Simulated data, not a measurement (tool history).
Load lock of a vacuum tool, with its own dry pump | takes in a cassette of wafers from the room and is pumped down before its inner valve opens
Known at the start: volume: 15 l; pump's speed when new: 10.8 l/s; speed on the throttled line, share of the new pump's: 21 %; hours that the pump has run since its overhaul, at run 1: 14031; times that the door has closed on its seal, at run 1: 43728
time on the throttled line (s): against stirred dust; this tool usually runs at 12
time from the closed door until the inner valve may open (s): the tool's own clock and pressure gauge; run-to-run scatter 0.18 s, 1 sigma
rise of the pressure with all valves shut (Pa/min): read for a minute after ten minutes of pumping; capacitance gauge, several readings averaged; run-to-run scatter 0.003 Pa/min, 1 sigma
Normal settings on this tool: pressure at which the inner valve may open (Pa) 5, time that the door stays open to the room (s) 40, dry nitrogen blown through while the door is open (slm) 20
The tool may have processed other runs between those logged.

run      day  time on the throttled line (s)  pressure at which the inner valve may open (Pa)  time that the door stays open to the room (s)  dry nitrogen blown through while the door is open (slm)  hours that the pump has run since its overhaul  times that the door has closed on its seal  incoming humidity of the room's air, %  time from the closed door until the inner valve may open (s)  rise of the pressure with all valves shut (Pa/min)
  1        0                              12                                                5                                             40                                                       20                                           14031                                       43728                                    47.1                                                          25.8                                               0.434
  2   21.946                              12                                                5                                             40                                                       20                                           14558                                       45451                                    45.5                                                          25.7                                               0.464
  3   42.608                              12                                                5                                             40                                                       20                                           15054                                       47073                                      44                                                          25.9                                               0.502
  4     57.9                              12                                                5                                             40                                                       20                                           15421                                       48273                                    45.6                                                            26                                               0.514
  5   78.562                              12                                                5                                             40                                                       20                                           15917                                       49895                                    46.9                                                          26.2                                               0.536
  6   96.204                              12                                                5                                             40                                                       20                                           16340                                       51280                                    41.6                                                          26.2                                               0.567
  7   120.25                              12                                                5                                             40                                                       20                                           16917                                       53167                                    46.8                                                          26.6                                               0.606
     121.946  -- door's seal changed, seat wiped
  8  130.775                              12                                                5                                             40                                                       20                                           17169                                         693                                    46.2                                                          26.4                                               0.029
  9  144.283                              12                                                5                                             40                                                       20                                           17493                                        1754                                    42.9                                                          26.9                                               0.032
 10  168.696                              12                                                5                                             40                                                       20                                           18079                                        3670                                    45.2                                                          26.6                                                0.04
 11  187.108                              12                                                5                                             40                                                       11                                           18520                                        5115                                    46.1                                                          26.7                                                0.05
 12  197.438                              12                                                5                                             40                                                       11                                           18768                                        5926                                    45.1                                                            27                                               0.055
 13  214.088                              12                                                5                                             40                                                       11                                           19168                                        7233                                    44.1                                                          26.8                                               0.071
     217.767  -- dry pump taken out, an overhauled one fitted
 14  234.338                              12                                                5                                             40                                                       11                                             398                                        8802                                    41.1                                                          23.4                                               0.073
 15  257.704                              12                                                5                                             40                                                       11                                             958                                       10636                                    44.5                                                          23.7                                               0.097
 16  271.846                              12                                                5                                             40                                                       11                                            1298                                       11746                                    45.4                                                          23.4                                               0.104
 17   293.55                              12                                                5                                             40                                                       11                                            1819                                       13450                                    50.2                                                          23.7                                               0.112
 18  306.575                              12                                                5                                             40                                                       11                                            2131                                       14473                                    48.5                                                          23.7                                               0.111
 19  328.867                              12                                                5                                             40                                                       11                                            2666                                       16222                                    43.6                                                          23.7                                                0.13
 20  351.796                              12                                                5                                             40                                                       13                                            3217                                       18022                                    41.5                                                          23.6                                               0.148
 21  365.208                              12                                                5                                             40                                                       13                                            3539                                       19075                                    45.3                                                          23.8                                               0.161
 22  387.838                              12                                                9                                             40                                                       18                                            4082                                       20851                                      46                                                          22.9                                               0.171
 23  406.988                               8                                                5                                            145                                                       20                                            4541                                       22354                                    45.6                                                          20.8                                               0.196
 24  419.204                               8                                                5                                            145                                                       20                                            4835                                       23313                                    44.8                                                          20.8                                               0.211
 25  430.746                               8                                                5                                            145                                                       20                                            5111                                       24219                                    44.1                                                          20.9                                               0.211
 26  442.008                              12                                                5                                             30                                                        6                                            5382                                       25103                                    46.9                                                          24.1                                               0.218
 27  460.217                              17                                                8                                             30                                                       33                                            5819                                       26532                                    43.5                                                            27                                                0.22
 28  484.346                              12                                                5                                             40                                                       22                                            6398                                       28426                                    44.3                                                          24.6                                               0.246
 29  503.467                              12                                                6                                             40                                                       20                                            6857                                       29927                                    48.1                                                          24.3                                               0.272
 30  526.404                              16                                                5                                             40                                                        8                                            7407                                       31727                                    43.2                                                          27.8                                               0.298
 31  537.188                              16                                                5                                             40                                                        8                                            7666                                       32574                                    43.1                                                          27.3                                               0.303
 32  551.062                              10                                                5                                             49                                                        8                                            7999                                       33663                                    43.7                                                          22.9                                               0.336
 33  567.129                              10                                                5                                             49                                                        8                                            8385                                       34924                                    46.9                                                          23.3                                               0.354
 34  577.071                              12                                                5                                            117                                                       20                                            8623                                       35704                                    45.5                                                          24.6                                                0.37
 35  588.571                              12                                                5                                             40                                                        9                                            8899                                       36607                                    46.5                                                          24.9                                               0.365
 36  600.975                              12                                                5                                             40                                                       19                                            9197                                       37580                                    44.7                                                          24.9                                               0.373

Table of differences, measured result less the result of that run with no hidden state. Run-to-run variation is the same in both. Gauge scatter possibly is not:
The tool's hidden condition here consists of: pump's speed, % of a new pump's; leak at the door's seal, Pa l/s; drift of the gauge itself on ready_s, %; drift of the gauge itself on rise_pa_min, %.
run  time from the closed door until the inner valve may open (s)  rise of the pressure with all valves shut (Pa/min)
  1                                                          +2.4                                              +0.412
  2                                                          +2.4                                              +0.439
  3                                                          +2.5                                              +0.477
  4                                                          +2.6                                              +0.492
  5                                                          +2.7                                              +0.518
  6                                                          +2.8                                              +0.546
  7                                                          +2.9                                              +0.583
  8                                                          +2.9                                              +0.006
  9                                                          +2.9                                              +0.009
 10                                                          +3.1                                              +0.018
 11                                                          +3.2                                              +0.026
 12                                                          +3.2                                              +0.031
 13                                                          +3.4                                              +0.038
 14                                                            +0                                               +0.05
 15                                                            +0                                              +0.063
 16                                                          +0.1                                               +0.07
 17                                                          +0.1                                              +0.081
 18                                                          +0.3                                              +0.086
 19                                                          +0.3                                              +0.103
 20                                                          +0.3                                               +0.12
 21                                                          +0.4                                              +0.132
 22                                                          +0.4                                              +0.146
 23                                                          +0.6                                              +0.163
 24                                                          +0.7                                              +0.172
 25                                                          +0.7                                              +0.179
 26                                                          +0.7                                              +0.188
 27                                                          +0.6                                              +0.207
 28                                                          +0.9                                              +0.228
 29                                                          +0.9                                              +0.248
 30                                                          +0.9                                              +0.273
 31                                                            +1                                              +0.285
 32                                                          +1.1                                              +0.303
 33                                                          +1.2                                               +0.32
 34                                                          +1.2                                              +0.338
 35                                                          +1.2                                               +0.34
 36                                                          +1.3                                              +0.356

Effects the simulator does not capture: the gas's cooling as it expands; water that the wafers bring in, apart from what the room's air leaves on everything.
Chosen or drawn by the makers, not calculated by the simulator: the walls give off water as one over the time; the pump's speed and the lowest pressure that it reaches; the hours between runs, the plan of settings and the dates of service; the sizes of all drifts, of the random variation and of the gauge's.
